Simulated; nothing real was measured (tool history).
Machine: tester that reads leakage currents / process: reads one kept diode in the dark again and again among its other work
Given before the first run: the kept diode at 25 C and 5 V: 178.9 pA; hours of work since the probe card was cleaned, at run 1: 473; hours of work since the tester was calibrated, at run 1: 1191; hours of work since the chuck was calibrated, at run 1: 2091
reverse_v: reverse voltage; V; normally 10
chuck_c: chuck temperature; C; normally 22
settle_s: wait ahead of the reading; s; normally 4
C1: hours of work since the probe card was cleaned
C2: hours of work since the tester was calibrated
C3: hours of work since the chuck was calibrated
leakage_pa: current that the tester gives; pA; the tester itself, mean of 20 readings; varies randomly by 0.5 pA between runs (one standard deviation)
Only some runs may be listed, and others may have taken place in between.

{"run": 1, "hour": 0.0, "reverse_v": 10, "chuck_c": 22, "settle_s": 4, "C1": 473, "C2": 1191, "C3": 2091, "leakage_pa": 137.99}
{"run": 2, "hour": 125.5, "reverse_v": 10, "chuck_c": 22, "settle_s": 4, "C1": 560, "C2": 1278, "C3": 2178, "leakage_pa": 137.62}
{"hour": 146.5, "done": "chuck's temperature calibrated"}
{"run": 3, "hour": 391.1, "reverse_v": 10, "chuck_c": 22, "settle_s": 4, "C1": 743, "C2": 1460, "C3": 169, "leakage_pa": 166.2}
{"run": 4, "hour": 580.9, "reverse_v": 10, "chuck_c": 22, "settle_s": 4, "C1": 874, "C2": 1592, "C3": 301, "leakage_pa": 165.27}
{"run": 5, "hour": 725.9, "reverse_v": 10, "chuck_c": 22, "settle_s": 4, "C1": 974, "C2": 1692, "C3": 401, "leakage_pa": 164.63}
{"run": 6, "hour": 976.3, "reverse_v": 10, "chuck_c": 22, "settle_s": 0.57, "C1": 1148, "C2": 1866, "C3": 575, "leakage_pa": 167.5}
{"run": 7, "hour": 1119.2, "reverse_v": 10, "chuck_c": 22, "settle_s": 0.57, "C1": 1247, "C2": 1965, "C3": 673, "leakage_pa": 165.41}
{"run": 8, "hour": 1314.1, "reverse_v": 10, "chuck_c": 22, "settle_s": 4, "C1": 1382, "C2": 2100, "C3": 808, "leakage_pa": 159.28}
{"hour": 1407.1, "done": "probe card cleaned and baked"}
{"run": 9, "hour": 1526.2, "reverse_v": 10, "chuck_c": 22, "settle_s": 4, "C1": 82, "C2": 2244, "C3": 953, "leakage_pa": 161.16}
{"run": 10, "hour": 1634.7, "reverse_v": 10, "chuck_c": 22, "settle_s": 0.36, "C1": 158, "C2": 2319, "C3": 1028, "leakage_pa": 168.3}
{"run": 11, "hour": 1871.5, "reverse_v": 5.4, "chuck_c": 22, "settle_s": 4, "C1": 322, "C2": 2483, "C3": 1192, "leakage_pa": 127.84}
{"run": 12, "hour": 2005.4, "reverse_v": 5.4, "chuck_c": 22, "settle_s": 4, "C1": 414, "C2": 2576, "C3": 1285, "leakage_pa": 127.39}
{"run": 13, "hour": 2169.2, "reverse_v": 5.4, "chuck_c": 22, "settle_s": 4, "C1": 528, "C2": 2690, "C3": 1398, "leakage_pa": 126.69}
{"run": 14, "hour": 2276.1, "reverse_v": 10, "chuck_c": 22, "settle_s": 0.71, "C1": 602, "C2": 2764, "C3": 1472, "leakage_pa": 159.87}
{"run": 15, "hour": 2498.6, "reverse_v": 11.2, "chuck_c": 22, "settle_s": 4, "C1": 756, "C2": 2918, "C3": 1626, "leakage_pa": 160.69}
{"run": 16, "hour": 2630.3, "reverse_v": 11.2, "chuck_c": 22, "settle_s": 4, "C1": 847, "C2": 3009, "C3": 1718, "leakage_pa": 160.97}
{"hour": 2883.4, "done": "probe card cleaned and baked, once more"}
{"run": 17, "hour": 2895.0, "reverse_v": 10, "chuck_c": 26, "settle_s": 4, "C1": 8, "C2": 3190, "C3": 1899, "leakage_pa": 204.13}
{"run": 18, "hour": 3093.2, "reverse_v": 6.3, "chuck_c": 26, "settle_s": 3.8, "C1": 145, "C2": 3327, "C3": 2036, "leakage_pa": 176.68}
{"run": 19, "hour": 3302.7, "reverse_v": 10, "chuck_c": 53, "settle_s": 4, "C1": 290, "C2": 3472, "C3": 2181, "leakage_pa": 2124.13}
{"hour": 3325.0, "done": "chuck's temperature calibrated"}
{"run": 20, "hour": 3534.4, "reverse_v": 1.7, "chuck_c": 40, "settle_s": 0.32, "C1": 449, "C2": 3631, "C3": 145, "leakage_pa": 496.58}
{"run": 21, "hour": 3783.4, "reverse_v": 17.8, "chuck_c": 22, "settle_s": 0.66, "C1": 622, "C2": 3804, "C3": 317, "leakage_pa": 205.45}
{"run": 22, "hour": 4004.8, "reverse_v": 17.8, "chuck_c": 22, "settle_s": 0.66, "C1": 775, "C2": 3957, "C3": 471, "leakage_pa": 204.45}
{"run": 23, "hour": 4256.3, "reverse_v": 17.8, "chuck_c": 22, "settle_s": 0.66, "C1": 949, "C2": 4131, "C3": 645, "leakage_pa": 203.06}
{"run": 24, "hour": 4466.9, "reverse_v": 18.2, "chuck_c": 29, "settle_s": 4.12, "C1": 1095, "C2": 4277, "C3": 791, "leakage_pa": 371.38}
{"run": 25, "hour": 4679.9, "reverse_v": 18.2, "chuck_c": 29, "settle_s": 4.12, "C1": 1242, "C2": 4424, "C3": 938, "leakage_pa": 371.02}
{"run": 26, "hour": 4867.4, "reverse_v": 18.1, "chuck_c": 27, "settle_s": 0.51, "C1": 1372, "C2": 4554, "C3": 1068, "leakage_pa": 312.72}
{"hour": 4955.4, "done": "probe card cleaned and baked"}
{"run": 27, "hour": 5056.3, "reverse_v": 1, "chuck_c": 44, "settle_s": 6.95, "C1": 70, "C2": 4683, "C3": 1197, "leakage_pa": 543.23}
{"run": 28, "hour": 5280.4, "reverse_v": 1, "chuck_c": 44, "settle_s": 6.95, "C1": 225, "C2": 4838, "C3": 1352, "leakage_pa": 537.2}
{"run": 29, "hour": 5442.2, "reverse_v": 10.6, "chuck_c": 39, "settle_s": 6.39, "C1": 337, "C2": 4950, "C3": 1464, "leakage_pa": 719.71}
{"run": 30, "hour": 5702.3, "reverse_v": 10.6, "chuck_c": 39, "settle_s": 6.39, "C1": 517, "C2": 5130, "C3": 1644, "leakage_pa": 705.04}
{"hour": 5781.8, "done": "tester calibrated"}
{"run": 31, "hour": 5835.2, "reverse_v": 10, "chuck_c": 22, "settle_s": 3.37, "C1": 608, "C2": 37, "C3": 1734, "leakage_pa": 146.01}
{"run": 32, "hour": 5947.2, "reverse_v": 11.9, "chuck_c": 22, "settle_s": 4, "C1": 685, "C2": 115, "C3": 1812, "leakage_pa": 153.59}
{"run": 33, "hour": 6161.9, "reverse_v": 11.9, "chuck_c": 25, "settle_s": 4, "C1": 834, "C2": 263, "C3": 1961, "leakage_pa": 203.55}
{"run": 34, "hour": 6351.2, "reverse_v": 11.9, "chuck_c": 25, "settle_s": 4, "C1": 965, "C2": 394, "C3": 2092, "leakage_pa": 201.07}

Alternative continuations, all from the tool just after run 34; predict every row:
{"hour": 6514.5, "done": "chuck's temperature calibrated"}
{"run": "A", "hour": 6594.3, "reverse_v": 10, "chuck_c": 26, "settle_s": 4, "C1": 1132, "C2": 561, "C3": 55, "leakage_pa": "?"}
{"hour": 6514.5, "done": "chuck's temperature calibrated"}
{"run": "B", "hour": 6594.3, "reverse_v": 14, "chuck_c": 20, "settle_s": 4, "C1": 1132, "C2": 561, "C3": 55, "leakage_pa": "?"}
{"hour": 6514.5, "done": "chuck's temperature calibrated"}
{"run": "C", "hour": 6594.3, "reverse_v": 7.8, "chuck_c": 25, "settle_s": 0.32, "C1": 1132, "C2": 561, "C3": 55, "leakage_pa": "?"}

run=A leakage_pa=245.02
run=B leakage_pa=156.82
run=C leakage_pa=213.2
What these runs would have given with no unlogged condition in the tool:
run=A leakage_pa=243.75
run=B leakage_pa=152.69
run=C leakage_pa=212.43

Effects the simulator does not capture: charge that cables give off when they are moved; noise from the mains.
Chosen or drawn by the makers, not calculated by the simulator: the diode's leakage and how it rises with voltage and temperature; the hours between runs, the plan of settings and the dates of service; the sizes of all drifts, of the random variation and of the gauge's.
